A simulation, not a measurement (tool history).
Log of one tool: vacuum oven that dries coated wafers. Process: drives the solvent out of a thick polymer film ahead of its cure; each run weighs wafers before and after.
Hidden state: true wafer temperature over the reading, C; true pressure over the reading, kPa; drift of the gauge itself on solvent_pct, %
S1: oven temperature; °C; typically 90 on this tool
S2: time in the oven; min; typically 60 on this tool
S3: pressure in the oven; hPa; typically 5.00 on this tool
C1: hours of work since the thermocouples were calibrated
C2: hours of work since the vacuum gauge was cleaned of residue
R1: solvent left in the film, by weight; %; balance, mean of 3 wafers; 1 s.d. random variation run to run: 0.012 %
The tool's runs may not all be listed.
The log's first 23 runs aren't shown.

Run 24, hour 731.0: usual settings but S1 92 °C, S2 34 min, S3 8.24 hPa; C1 440; C2 496. Result: R1 3.81 %.
Run 25, hour 766.0: usual settings but S1 80 °C, S2 34 min, S3 8.24 hPa; C1 454; C2 510. Result: R1 7.45 %.
Run 26, hour 805.8: usual settings but S2 36 min, S3 11.65 hPa; C1 470; C2 526. Result: R1 4.18 %.
Run 27, hour 824.7: usual settings but S1 96 °C, S2 46 min, S3 6.46 hPa; C1 478; C2 534. Result: R1 1.53 %.
Run 28, hour 854.5: usual settings but S1 104 °C, S2 36 min, S3 16.78 hPa; C1 490; C2 546. Result: R1 1.44 %.
Run 29, hour 895.5: usual settings but S1 104 °C, S2 48 min, S3 2.69 hPa; C1 506; C2 563. Result: R1 0.47 %.
Run 30, hour 920.1: usual settings but S2 102 min; C1 516; C2 573. Result: R1 0.48 %.
Run 31, hour 940.7: usual settings but S3 9.84 hPa; C1 524; C2 581. Result: R1 1.74 %.
Run 32, hour 983.1: usual settings but S3 9.84 hPa; C1 542; C2 598. Result: R1 1.70 %.
Run 33, hour 1010.5: usual settings but S3 9.84 hPa; C1 553; C2 609. Result: R1 1.71 %.
Run 34, hour 1040.0: usual settings but S3 11.66 hPa; C1 564; C2 621. Result: R1 1.79 %.

Consider 3 possible next runs. They are alternatives, not a sequence: every one starts from the tool as it was left by run 34. What does each give?
Run A, hour 1062.4: usual settings but S2 43 min, S3 4.55 hPa; C1 573; C2 630. Result: R1 ?.
Run B, hour 1062.4: usual settings but S1 100 °C, S2 61 min, S3 5.23 hPa; C1 573; C2 630. Result: R1 ?.
Run C, hour 1062.4: usual settings but S2 102 min, S3 11.66 hPa; C1 573; C2 630. Result: R1 ?.

run    R1
  A  2.89
  B  0.48
  C  0.80
Take away the tool's hidden state, keep each run's random variation, and the runs would have read:
run    R1
  A  2.88
  B  0.44
  C  0.75
